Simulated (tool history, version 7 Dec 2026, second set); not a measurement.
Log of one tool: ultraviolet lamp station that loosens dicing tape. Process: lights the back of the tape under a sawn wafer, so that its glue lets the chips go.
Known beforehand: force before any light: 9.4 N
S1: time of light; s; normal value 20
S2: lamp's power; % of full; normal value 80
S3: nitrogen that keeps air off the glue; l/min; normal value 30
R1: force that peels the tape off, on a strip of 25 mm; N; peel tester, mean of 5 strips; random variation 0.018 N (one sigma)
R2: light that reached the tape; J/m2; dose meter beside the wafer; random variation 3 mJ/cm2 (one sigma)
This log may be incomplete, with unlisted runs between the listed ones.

{"run": 1, "hour": 0.0, "S1": 20, "S2": 80, "S3": 30, "R1": 1.134, "R2": 3890}
{"run": 2, "hour": 35.9, "S1": 20, "S2": 86, "S3": 30, "R1": 1.032, "R2": 4210}
{"run": 3, "hour": 61.7, "S1": 20, "S2": 86, "S3": 12, "R1": 1.842, "R2": 4120}
{"run": 4, "hour": 107.1, "S1": 18, "S2": 86, "S3": 12, "R1": 2.205, "R2": 3590}
{"run": 5, "hour": 132.3, "S1": 20, "S2": 80, "S3": 30, "R1": 1.251, "R2": 3680}
{"hour": 165.1, "done": "window cleaned of glue's vapour"}
{"run": 6, "hour": 183.7, "S1": 20, "S2": 80, "S3": 30, "R1": 1.073, "R2": 4070}
{"run": 7, "hour": 224.2, "S1": 20, "S2": 81, "S3": 30, "R1": 1.056, "R2": 4060}
{"run": 8, "hour": 272.5, "S1": 20, "S2": 81, "S3": 30, "R1": 1.125, "R2": 3960}
{"run": 9, "hour": 328.0, "S1": 20, "S2": 81, "S3": 30, "R1": 1.157, "R2": 3850}
{"run": 10, "hour": 378.6, "S1": 11, "S2": 83, "S3": 12, "R1": 3.968, "R2": 2150}
{"run": 11, "hour": 417.1, "S1": 20, "S2": 77, "S3": 24, "R1": 1.552, "R2": 3530}
{"run": 12, "hour": 466.1, "S1": 26, "S2": 92, "S3": 11, "R1": 1.219, "R2": 5300}
{"run": 13, "hour": 492.1, "S1": 26, "S2": 92, "S3": 11, "R1": 1.278, "R2": 5280}
{"run": 14, "hour": 526.3, "S1": 27, "S2": 75, "S3": 45, "R1": 0.703, "R2": 4400}
{"run": 15, "hour": 550.8, "S1": 11, "S2": 93, "S3": 9, "R1": 4.144, "R2": 2210}
{"run": 16, "hour": 586.8, "S1": 14, "S2": 80, "S3": 30, "R1": 2.415, "R2": 2320}
{"run": 17, "hour": 634.1, "S1": 15, "S2": 81, "S3": 12, "R1": 3.361, "R2": 2480}

Predict each of these 5 candidate next runs independently; none follows another, all start after run 17:
{"hour": 662.0, "done": "window cleaned of glue's vapour"}
{"run": "A", "hour": 669.6, "S1": 21, "S2": 81, "S3": 12, "R1": "?", "R2": "?"}
{"hour": 662.0, "done": "window cleaned of glue's vapour"}
{"run": "B", "hour": 669.6, "S1": 15, "S2": 68, "S3": 12, "R1": "?", "R2": "?"}
{"hour": 662.0, "done": "window cleaned of glue's vapour"}
{"run": "C", "hour": 669.6, "S1": 11, "S2": 82, "S3": 30, "R1": "?", "R2": "?"}
{"hour": 662.0, "done": "window cleaned of glue's vapour"}
{"run": "D", "hour": 669.6, "S1": 20, "S2": 76, "S3": 30, "R1": "?", "R2": "?"}
{"hour": 662.0, "done": "window cleaned of glue's vapour"}
{"run": "E", "hour": 669.6, "S1": 20, "S2": 65, "S3": 30, "R1": "?", "R2": "?"}

run=A R1=1.892 R2=3950
run=B R1=3.654 R2=2340
run=C R1=2.882 R2=2070
run=D R1=1.336 R2=3490
run=E R1=1.823 R2=2970
What these runs would have given with no unlogged condition in the tool:
run=A R1=1.371 R2=4810
run=B R1=2.971 R2=2860
run=C R1=2.248 R2=2530
run=D R1=0.921 R2=4260
run=E R1=1.304 R2=3620
